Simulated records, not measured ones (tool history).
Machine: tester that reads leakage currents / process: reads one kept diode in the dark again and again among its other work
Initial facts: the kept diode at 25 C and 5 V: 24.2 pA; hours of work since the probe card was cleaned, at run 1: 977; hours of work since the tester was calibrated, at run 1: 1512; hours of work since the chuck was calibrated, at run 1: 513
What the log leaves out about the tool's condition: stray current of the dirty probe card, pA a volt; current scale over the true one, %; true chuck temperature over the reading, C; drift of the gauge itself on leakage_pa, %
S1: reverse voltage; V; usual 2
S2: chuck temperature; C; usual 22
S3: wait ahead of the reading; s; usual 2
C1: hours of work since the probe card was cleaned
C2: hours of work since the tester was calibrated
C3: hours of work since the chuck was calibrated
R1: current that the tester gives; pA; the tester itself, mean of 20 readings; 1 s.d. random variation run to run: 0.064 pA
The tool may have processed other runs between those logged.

{"run": 1, "hour": 0.0, "S1": 2, "S2": 22, "S3": 2, "C1": 977, "C2": 1512, "C3": 513, "R1": 13.33}
{"run": 2, "hour": 40.1, "S1": 2, "S2": 22, "S3": 2, "C1": 997, "C2": 1531, "C3": 532, "R1": 13.31}
{"run": 3, "hour": 120.9, "S1": 2, "S2": 22, "S3": 2, "C1": 1036, "C2": 1570, "C3": 571, "R1": 13.28}
{"run": 4, "hour": 184.9, "S1": 2, "S2": 22, "S3": 2, "C1": 1067, "C2": 1601, "C3": 602, "R1": 13.33}
{"run": 5, "hour": 232.9, "S1": 2, "S2": 22, "S3": 2, "C1": 1090, "C2": 1624, "C3": 625, "R1": 13.34}
{"run": 6, "hour": 284.9, "S1": 2, "S2": 22, "S3": 2, "C1": 1115, "C2": 1649, "C3": 650, "R1": 13.28}
{"run": 7, "hour": 372.1, "S1": 2, "S2": 22, "S3": 2, "C1": 1157, "C2": 1691, "C3": 693, "R1": 13.32}
{"run": 8, "hour": 444.4, "S1": 2, "S2": 22, "S3": 2, "C1": 1192, "C2": 1726, "C3": 727, "R1": 13.41}
{"run": 9, "hour": 507.4, "S1": 2, "S2": 22, "S3": 2, "C1": 1222, "C2": 1756, "C3": 758, "R1": 13.43}
{"run": 10, "hour": 590.3, "S1": 2, "S2": 22, "S3": 2, "C1": 1262, "C2": 1796, "C3": 798, "R1": 13.31}
{"run": 11, "hour": 669.7, "S1": 2, "S2": 22, "S3": 2, "C1": 1300, "C2": 1835, "C3": 836, "R1": 13.45}
{"hour": 701.3, "done": "probe card cleaned and baked"}
{"run": 12, "hour": 761.1, "S1": 2, "S2": 22, "S3": 2, "C1": 29, "C2": 1877, "C3": 879, "R1": 13.4}
{"run": 13, "hour": 849.3, "S1": 5.56, "S2": 60, "S3": 0.97, "C1": 71, "C2": 1920, "C3": 921, "R1": 410.73}
{"run": 14, "hour": 892.1, "S1": 2, "S2": 21, "S3": 6.19, "C1": 92, "C2": 1940, "C3": 942, "R1": 12.08}
{"run": 15, "hour": 973.7, "S1": 2, "S2": 21, "S3": 6.19, "C1": 131, "C2": 1980, "C3": 981, "R1": 12.06}
{"run": 16, "hour": 1054.1, "S1": 2, "S2": 21, "S3": 6.19, "C1": 170, "C2": 2019, "C3": 1020, "R1": 12.02}
{"run": 17, "hour": 1127.2, "S1": 2.93, "S2": 55, "S3": 2.75, "C1": 205, "C2": 2054, "C3": 1055, "R1": 223.76}
{"run": 18, "hour": 1177.4, "S1": 2, "S2": 48, "S3": 2, "C1": 230, "C2": 2078, "C3": 1079, "R1": 114.74}
{"run": 19, "hour": 1220.3, "S1": 1.13, "S2": 24, "S3": 7.16, "C1": 250, "C2": 2099, "C3": 1100, "R1": 12.6}
{"run": 20, "hour": 1276.2, "S1": 2.14, "S2": 22, "S3": 2.03, "C1": 277, "C2": 2126, "C3": 1127, "R1": 13.69}
{"hour": 1310.6, "done": "tester calibrated"}
{"run": 21, "hour": 1342.8, "S1": 2.14, "S2": 22, "S3": 2.03, "C1": 308, "C2": 16, "C3": 1158, "R1": 13.75}
{"run": 22, "hour": 1422.6, "S1": 2.14, "S2": 22, "S3": 2.03, "C1": 347, "C2": 54, "C3": 1197, "R1": 13.64}
{"run": 23, "hour": 1495.7, "S1": 2.14, "S2": 22, "S3": 2.03, "C1": 382, "C2": 89, "C3": 1232, "R1": 13.78}

Here are 5 independent what-if runs from the current tool condition. What would each one return?
{"run": "A", "hour": 1562.1, "S1": 2.91, "S2": 45, "S3": 0.52, "C1": 414, "C2": 121, "C3": 1264, "R1": "?"}
{"run": "B", "hour": 1562.1, "S1": 2, "S2": 28, "S3": 2.55, "C1": 414, "C2": 121, "C3": 1264, "R1": "?"}
{"run": "C", "hour": 1562.1, "S1": 19.47, "S2": 55, "S3": 8.32, "C1": 414, "C2": 121, "C3": 1264, "R1": "?"}
{"run": "D", "hour": 1562.1, "S1": 2, "S2": 22, "S3": 1.06, "C1": 414, "C2": 121, "C3": 1264, "R1": "?"}
{"run": "E", "hour": 1562.1, "S1": 5.85, "S2": 27, "S3": 0.46, "C1": 414, "C2": 121, "C3": 1264, "R1": "?"}

run=A R1=106.11
run=B R1=22.6
run=C R1=457.92
run=D R1=13.51
run=E R1=33.4
With the hidden condition removed and each run's random variation left untouched, the same runs would have given:
run=A R1=106.09
run=B R1=22.59
run=C R1=457.83
run=D R1=13.5
run=E R1=33.39

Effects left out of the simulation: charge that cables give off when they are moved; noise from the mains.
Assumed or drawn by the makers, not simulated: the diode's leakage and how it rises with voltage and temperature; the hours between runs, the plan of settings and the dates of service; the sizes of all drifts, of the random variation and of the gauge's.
